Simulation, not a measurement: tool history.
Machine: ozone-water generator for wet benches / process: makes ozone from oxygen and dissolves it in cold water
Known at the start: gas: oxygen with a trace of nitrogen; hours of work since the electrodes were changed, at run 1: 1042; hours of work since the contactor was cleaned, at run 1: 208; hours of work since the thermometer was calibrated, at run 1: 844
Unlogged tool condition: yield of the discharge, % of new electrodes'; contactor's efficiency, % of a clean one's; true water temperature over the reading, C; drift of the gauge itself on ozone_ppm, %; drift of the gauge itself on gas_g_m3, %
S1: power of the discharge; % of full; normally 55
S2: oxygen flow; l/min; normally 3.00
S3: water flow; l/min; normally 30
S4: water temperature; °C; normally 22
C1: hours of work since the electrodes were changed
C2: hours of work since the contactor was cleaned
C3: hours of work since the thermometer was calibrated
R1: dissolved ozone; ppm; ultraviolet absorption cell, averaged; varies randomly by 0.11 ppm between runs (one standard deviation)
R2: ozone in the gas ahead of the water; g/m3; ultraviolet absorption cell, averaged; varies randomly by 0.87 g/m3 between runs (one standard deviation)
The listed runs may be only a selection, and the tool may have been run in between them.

run	hour	S1	S2	S3	S4	C1	C2	C3	R1	R2
1	0.0	55	3.00	30	22	1042	208	844	8.5	137.4
2	191.5	55	3.00	30	22	1193	359	994	8.4	137.5
3	370.4	55	3.00	30	22	1334	500	1135	8.4	136.9
4	494.4	55	3.00	30	22	1431	598	1233	8.5	137.4
5	695.8	55	3.00	30	22	1590	756	1392	8.2	133.8
6	827.2	55	3.00	30	22	1694	860	1495	8.1	134.0
7	932.8	55	3.00	30	22	1777	943	1579	8.4	134.1
8	1073.8	55	3.00	30	22	1888	1054	1690	8.3	132.7
9	1219.3	55	3.00	30	22	2003	1169	1804	8.3	132.9
10	1396.8	55	2.07	30	22	2142	1309	1944	7.4	158.6
11	1538.7	55	2.07	30	22	2254	1421	2056	7.1	155.9
# hour 1551.7: contactor cleaned
12	1661.1	54	2.64	30	16	2348	86	2149	7.8	139.2
13	1797.9	54	2.64	30	23	2455	194	2257	7.4	137.8
14	1984.2	54	2.64	25	23	2602	341	2404	8.8	138.5
15	2117.4	54	2.64	25	23	2707	446	2509	8.7	136.0
16	2235.5	90	4.37	37	29	2800	539	2602	8.5	134.6
# hour 2293.9: contactor cleaned, once more
17	2376.7	55	2.92	30	22	2908	65	2710	7.9	129.3
18	2503.7	71	2.92	30	17	3008	165	2810	8.9	145.8

Each row is a separate what-if for the run after 18, all from the same tool condition, not one after another. Results?
A	2637.6	44	3.00	30	23	3114	271	2916	?	?
B	2637.6	71	4.01	30	23	3114	271	2916	?	?
C	2637.6	42	1.75	36	17	3114	271	2916	?	?
D	2637.6	71	2.92	23	22	3114	271	2916	?	?
E	2637.6	72	3.00	28	29	3114	271	2916	?	?

run	R1	R2
A	7.0	115.6
B	9.3	123.9
C	5.0	147.3
D	10.7	144.4
E	8.9	143.5
Without the tool's unlogged condition, the same runs would have read:
run	R1	R2
A	7.7	127.0
B	10.5	140.1
C	5.5	161.3
D	12.1	163.2
E	10.1	162.3
